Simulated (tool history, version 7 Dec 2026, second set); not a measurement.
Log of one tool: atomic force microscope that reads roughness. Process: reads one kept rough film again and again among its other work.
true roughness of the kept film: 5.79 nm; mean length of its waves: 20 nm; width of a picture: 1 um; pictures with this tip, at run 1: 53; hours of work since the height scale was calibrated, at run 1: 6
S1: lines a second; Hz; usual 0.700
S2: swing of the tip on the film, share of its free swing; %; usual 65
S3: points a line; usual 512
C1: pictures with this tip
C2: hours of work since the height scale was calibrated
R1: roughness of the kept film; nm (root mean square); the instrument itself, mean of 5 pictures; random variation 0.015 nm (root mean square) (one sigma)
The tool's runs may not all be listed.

Run 1, hour 0.0: usual settings; C1 53; C2 6. Result: R1 2.567 nm (root mean square).
Run 2, hour 13.1: usual settings; C1 87; C2 16. Result: R1 2.178 nm (root mean square).
Run 3, hour 25.6: usual settings; C1 120; C2 26. Result: R1 1.922 nm (root mean square).
Run 4, hour 32.1: usual settings; C1 137; C2 31. Result: R1 1.766 nm (root mean square).
At hour 36.2: new tip fitted.
Run 5, hour 46.0: usual settings; C1 25; C2 41. Result: R1 3.028 nm (root mean square).
Run 6, hour 59.5: usual settings; C1 61; C2 52. Result: R1 2.473 nm (root mean square).
Run 7, hour 72.8: usual settings but S1 1.344 Hz, S3 397; C1 95; C2 62. Result: R1 2.049 nm (root mean square).
Run 8, hour 82.2: usual settings but S3 793; C1 120; C2 69. Result: R1 1.919 nm (root mean square).
At hour 93.2: new tip fitted.
Run 9, hour 93.9: usual settings but S2 72 %, S3 451; C1 2; C2 78. Result: R1 3.315 nm (root mean square).
Run 10, hour 101.9: usual settings but S2 72 %, S3 451; C1 23; C2 84. Result: R1 2.878 nm (root mean square).
Run 11, hour 109.7: usual settings but S2 72 %, S3 451; C1 44; C2 90. Result: R1 2.544 nm (root mean square).
Run 12, hour 119.3: usual settings but S2 72 %, S3 451; C1 69; C2 98. Result: R1 2.245 nm (root mean square).

Hidden state at the last listed run before each entry between runs and at the first one after, where it differs:
Between runs 4 and 5: new tip fitted (hour 36.2)
  radius of the tip, nm: 37.6 -> 14.6; height scale over the true one, %: 0.07 -> 0.08
  measured less the result without the state, R1: -1.762 -> -0.501 nm (root mean square)
Between runs 8 and 9: new tip fitted (hour 93.2)
  radius of the tip, nm: 33.6 -> 11.5; height scale over the true one, %: 0.11 -> 0.12
  measured less the result without the state, R1: -1.640 -> -0.176 nm (root mean square)
